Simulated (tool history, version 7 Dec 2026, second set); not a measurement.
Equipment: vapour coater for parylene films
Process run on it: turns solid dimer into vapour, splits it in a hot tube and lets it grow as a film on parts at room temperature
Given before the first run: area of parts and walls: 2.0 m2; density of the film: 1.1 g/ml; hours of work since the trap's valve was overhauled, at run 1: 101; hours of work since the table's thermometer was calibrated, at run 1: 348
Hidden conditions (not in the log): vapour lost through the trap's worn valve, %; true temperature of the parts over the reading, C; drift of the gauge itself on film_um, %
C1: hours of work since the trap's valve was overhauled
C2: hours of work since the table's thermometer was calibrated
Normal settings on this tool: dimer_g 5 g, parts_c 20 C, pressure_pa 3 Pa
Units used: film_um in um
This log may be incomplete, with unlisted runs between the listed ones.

{"run": 1, "hour": 0.0, "dimer_g": 5, "parts_c": 20, "pressure_pa": 3, "C1": 101, "C2": 348, "film_um": 1.87}
{"run": 2, "hour": 50.1, "dimer_g": 5, "parts_c": 20, "pressure_pa": 3, "C1": 131, "C2": 378, "film_um": 1.9}
{"run": 3, "hour": 96.7, "dimer_g": 5, "parts_c": 20, "pressure_pa": 3, "C1": 158, "C2": 405, "film_um": 1.88}
{"run": 4, "hour": 152.6, "dimer_g": 5, "parts_c": 20, "pressure_pa": 3, "C1": 192, "C2": 439, "film_um": 1.87}
{"run": 5, "hour": 211.2, "dimer_g": 5, "parts_c": 20, "pressure_pa": 3.67, "C1": 227, "C2": 474, "film_um": 1.85}
{"run": 6, "hour": 252.6, "dimer_g": 5, "parts_c": 20, "pressure_pa": 3.67, "C1": 252, "C2": 499, "film_um": 1.84}
{"run": 7, "hour": 301.2, "dimer_g": 5, "parts_c": 20, "pressure_pa": 3.67, "C1": 281, "C2": 528, "film_um": 1.79}
{"run": 8, "hour": 350.6, "dimer_g": 5, "parts_c": 20, "pressure_pa": 3, "C1": 310, "C2": 557, "film_um": 1.82}
{"hour": 355.5, "done": "table's thermometer calibrated"}
{"run": 9, "hour": 385.1, "dimer_g": 5, "parts_c": 20, "pressure_pa": 3, "C1": 330, "C2": 18, "film_um": 1.83}
{"hour": 417.1, "done": "trap's valve overhauled"}
{"run": 10, "hour": 450.0, "dimer_g": 5, "parts_c": 20, "pressure_pa": 3, "C1": 20, "C2": 54, "film_um": 1.97}
{"hour": 475.2, "done": "table's thermometer calibrated, once more"}
{"run": 11, "hour": 505.7, "dimer_g": 2, "parts_c": 20, "pressure_pa": 8.89, "C1": 52, "C2": 18, "film_um": 0.68}
{"run": 12, "hour": 550.3, "dimer_g": 2, "parts_c": 23, "pressure_pa": 8.89, "C1": 79, "C2": 45, "film_um": 0.6}
{"run": 13, "hour": 612.8, "dimer_g": 5, "parts_c": 20, "pressure_pa": 3.18, "C1": 116, "C2": 82, "film_um": 1.84}
{"run": 14, "hour": 662.0, "dimer_g": 9, "parts_c": 14, "pressure_pa": 3, "C1": 146, "C2": 112, "film_um": 3.88}
{"run": 15, "hour": 726.0, "dimer_g": 3, "parts_c": 18, "pressure_pa": 5.97, "C1": 184, "C2": 150, "film_um": 1.1}
{"run": 16, "hour": 776.5, "dimer_g": 3, "parts_c": 18, "pressure_pa": 5.97, "C1": 214, "C2": 180, "film_um": 1.1}
{"run": 17, "hour": 834.2, "dimer_g": 4, "parts_c": 15, "pressure_pa": 5.97, "C1": 249, "C2": 215, "film_um": 1.64}

Alternative continuations, all from the tool just after run 17; predict every row:
{"run": "A", "hour": 883.1, "dimer_g": 4, "parts_c": 12, "pressure_pa": 2.79, "C1": 278, "C2": 244, "film_um": "?"}
{"run": "B", "hour": 883.1, "dimer_g": 6, "parts_c": 12, "pressure_pa": 11.76, "C1": 278, "C2": 244, "film_um": "?"}
{"run": "C", "hour": 883.1, "dimer_g": 2, "parts_c": 19, "pressure_pa": 3.04, "C1": 278, "C2": 244, "film_um": "?"}
{"run": "D", "hour": 883.1, "dimer_g": 4, "parts_c": 15, "pressure_pa": 3, "C1": 278, "C2": 244, "film_um": "?"}
{"run": "E", "hour": 883.1, "dimer_g": 3, "parts_c": 30, "pressure_pa": 3, "C1": 278, "C2": 244, "film_um": "?"}

run=A film_um=1.67
run=B film_um=2.54
run=C film_um=0.74
run=D film_um=1.67
run=E film_um=0.75
With no hidden state in the tool, these same runs would have given:
run=A film_um=1.78
run=B film_um=2.7
run=C film_um=0.78
run=D film_um=1.78
run=E film_um=0.79
